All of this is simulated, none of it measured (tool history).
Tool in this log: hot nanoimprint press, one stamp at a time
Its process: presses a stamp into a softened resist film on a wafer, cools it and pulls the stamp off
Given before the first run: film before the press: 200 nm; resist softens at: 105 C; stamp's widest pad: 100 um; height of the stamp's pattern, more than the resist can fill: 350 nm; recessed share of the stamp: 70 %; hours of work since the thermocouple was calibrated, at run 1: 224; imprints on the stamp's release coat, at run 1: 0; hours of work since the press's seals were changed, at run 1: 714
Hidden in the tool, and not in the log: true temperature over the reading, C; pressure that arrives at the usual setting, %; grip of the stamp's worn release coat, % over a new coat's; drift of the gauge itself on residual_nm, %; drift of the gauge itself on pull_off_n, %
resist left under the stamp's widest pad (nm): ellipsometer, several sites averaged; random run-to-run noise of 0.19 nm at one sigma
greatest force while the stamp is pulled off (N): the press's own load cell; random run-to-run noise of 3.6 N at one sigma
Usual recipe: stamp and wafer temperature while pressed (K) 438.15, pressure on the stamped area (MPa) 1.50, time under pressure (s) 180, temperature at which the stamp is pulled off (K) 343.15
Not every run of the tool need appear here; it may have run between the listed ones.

run   hour  stamp and wafer temperature while pressed (K)  pressure on the stamped area (MPa)  time under pressure (s)  temperature at which the stamp is pulled off (K)  hours of work since the thermocouple was calibrated  imprints on the stamp's release coat  hours of work since the press's seals were changed  resist left under the stamp's widest pad (nm)  greatest force while the stamp is pulled off (N)
  1    0.0                                         438.15                                1.50                      180                                            343.15                                                  224                                     0                                                 714                                           87.5                                               222
  2   24.0                                         438.15                                1.50                      180                                            343.15                                                  241                                   136                                                 731                                           87.4                                               231
  3   67.8                                         438.15                                1.50                      180                                            343.15                                                  273                                   384                                                 763                                           87.4                                               235
  4   98.7                                         438.15                                1.50                      180                                            343.15                                                  295                                   559                                                 785                                           87.0                                               237
     139.2  -- plate thermocouple calibrated
  5  139.3                                         438.15                                1.50                      180                                            343.15                                                    0                                   772                                                 812                                           89.6                                               248
  6  176.7                                         438.15                                2.09                      180                                            343.15                                                   27                                   984                                                 839                                           74.5                                               253
  7  202.2                                         438.15                                2.09                      180                                            343.15                                                   45                                  1128                                                 857                                           74.5                                               265
  8  245.8                                         438.15                                2.09                      180                                            343.15                                                   77                                  1375                                                 889                                           74.4                                               266
  9  274.8                                         438.15                                1.50                      196                                            343.15                                                   98                                  1539                                                 910                                           86.8                                               272
     303.0  -- stamp cleaned and given a new release coat
 10  314.3                                         438.15                                1.50                      196                                            343.15                                                  122                                    64                                                 934                                           86.3                                               222
 11  359.8                                         438.15                                1.50                      196                                            343.15                                                  155                                   322                                                 967                                           86.2                                               236

What does the tool deliver on the next run?
 12  395.6                                         447.15                                2.19                      246                                            331.15                                                  181                                   525                                                 993                                              ?                                                 ?

resist left under the stamp's widest pad (nm): 46.1
greatest force while the stamp is pulled off (N): 305
Had the tool carried no hidden state, the very same run would have given resist left under the stamp's widest pad (nm) 44.9, greatest force while the stamp is pulled off (N) 289.
